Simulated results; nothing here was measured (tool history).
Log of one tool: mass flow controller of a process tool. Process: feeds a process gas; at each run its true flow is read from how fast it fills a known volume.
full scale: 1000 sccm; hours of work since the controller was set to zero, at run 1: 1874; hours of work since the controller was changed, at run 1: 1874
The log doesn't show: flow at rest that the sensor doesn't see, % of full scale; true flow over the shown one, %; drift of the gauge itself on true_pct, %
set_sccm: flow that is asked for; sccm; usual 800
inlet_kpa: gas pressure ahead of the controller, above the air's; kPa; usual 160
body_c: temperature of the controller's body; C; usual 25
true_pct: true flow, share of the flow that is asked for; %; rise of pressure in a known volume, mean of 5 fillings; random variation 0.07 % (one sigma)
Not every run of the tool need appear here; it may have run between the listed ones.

run,hour,set_sccm,inlet_kpa,body_c,hours of work since the controller was set to zero,hours of work since the controller was changed,true_pct
1,0,800,160,25,1874,1874,99.12
2,75.9,800,160,25,1920,1920,99.29
3,130,800,160,25,1952,1952,99.48
4,194.7,800,160,24,1991,1991,99.61
5,260.3,800,160,26,2031,2031,99.63
6,316.4,800,169,25,2065,2065,99.75
7,363.7,536,160,28,2093,2093,98.98
8,457.2,536,160,28,2150,2150,99.07
9,538.4,236,156,38,2199,2199,97.86
10,631.1,236,210,20,2255,2255,99.29
11,700.7,128,193,35,2297,2297,98.23
12,804.3,120,269,25,2359,2359,99.4

Consider 5 possible next runs. They are alternatives, not a sequence: every one starts from the tool as it was left by run 12. What does each give?
A,906.9,120,267,25,2421,2421,?
B,906.9,800,179,27,2421,2421,?
C,906.9,252,160,35,2421,2421,?
D,906.9,800,148,25,2421,2421,?
E,906.9,800,160,28,2421,2421,?

run,true_pct
A,99.45
B,100.73
C,98.62
D,100.75
E,100.45
Without the tool's hidden state the same runs would have given:
run,true_pct
A,98.08
B,99.38
C,97.28
D,99.39
E,99.09
